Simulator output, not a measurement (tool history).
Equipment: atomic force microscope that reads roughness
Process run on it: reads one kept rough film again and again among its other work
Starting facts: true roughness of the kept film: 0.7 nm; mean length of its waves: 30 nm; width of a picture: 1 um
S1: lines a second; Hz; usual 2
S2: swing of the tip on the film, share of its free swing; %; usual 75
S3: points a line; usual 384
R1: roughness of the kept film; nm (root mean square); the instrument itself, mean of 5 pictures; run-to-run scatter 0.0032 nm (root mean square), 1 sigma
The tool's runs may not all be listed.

run	hour	S1	S2	S3	R1
1	0	2	75	384	0.596
2	40.7	2	75	384	0.592
# hour 77.2: new tip fitted
3	100	2	75	357	0.604
4	156.8	2	75	384	0.593
5	202.2	2	62	384	0.619
# hour 237.5: new tip fitted
6	268.6	2	62	384	0.636
7	310.6	2	62	384	0.623
8	340	0.79	75	384	0.625
# hour 394.5: new tip fitted
9	398.7	0.79	75	384	0.647
10	462.4	2	75	384	0.597
11	494.1	2	75	384	0.589
# hour 553.9: new tip fitted
12	558.1	2	75	384	0.601
13	584.7	1.83	75	384	0.606
14	648.1	1.83	75	384	0.592
15	684.5	1.83	75	384	0.582
# hour 714.5: new tip fitted
16	717.1	1.83	75	384	0.612
17	759.9	1.83	75	384	0.598
18	815.8	1.83	75	384	0.588
19	869.4	2	75	384	0.577
# hour 875.1: new tip fitted
20	901.2	2	62	384	0.634
21	942	2	75	384	0.596
22	969.2	2	75	384	0.587
23	1023.3	2	67	384	0.601
# hour 1032.8: new tip fitted
24	1063	2	67	384	0.625
25	1105.2	2	75	350	0.587
26	1143.6	2	75	350	0.584
# hour 1192.6: new tip fitted
27	1200.4	2	75	350	0.6
28	1249.5	2	85	673	0.561
29	1302.7	3.95	88	349	0.463
# hour 1350.3: new tip fitted
30	1364.4	2.32	64	375	0.62
31	1427	2	75	429	0.6
32	1481.4	2	75	429	0.581
# hour 1508.2: new tip fitted
33	1539.6	2	75	429	0.597
34	1598.1	2	75	429	0.582
35	1652.2	1.58	65	298	0.606
# hour 1670: new tip fitted
36	1694.7	1.58	65	298	0.626
37	1748.9	0.69	62	591	0.634
# hour 1771.7: height scale calibrated on a step standard
38	1813.6	2.7	81	672	0.548
# hour 1828.1: new tip fitted
39	1857.4	2.7	81	672	0.57
40	1903.3	1.42	66	384	0.635
41	1961.8	0.96	57	312	0.639
# hour 1985.1: new tip fitted
42	2019.1	0.97	71	880	0.648
43	2074.9	0.97	71	880	0.636
44	2121.8	0.97	72	968	0.631
# hour 2143.7: new tip fitted
45	2172.1	2.23	79	968	0.59
46	2212.9	3.49	79	555	0.542

Run 47 is up next; what results do you expect?
47	2263.3	1.15	75	987	?

R1: 0.627 nm (root mean square)
Had the tool carried no hidden state, the very same run would have given R1 0.656 nm (root mean square).
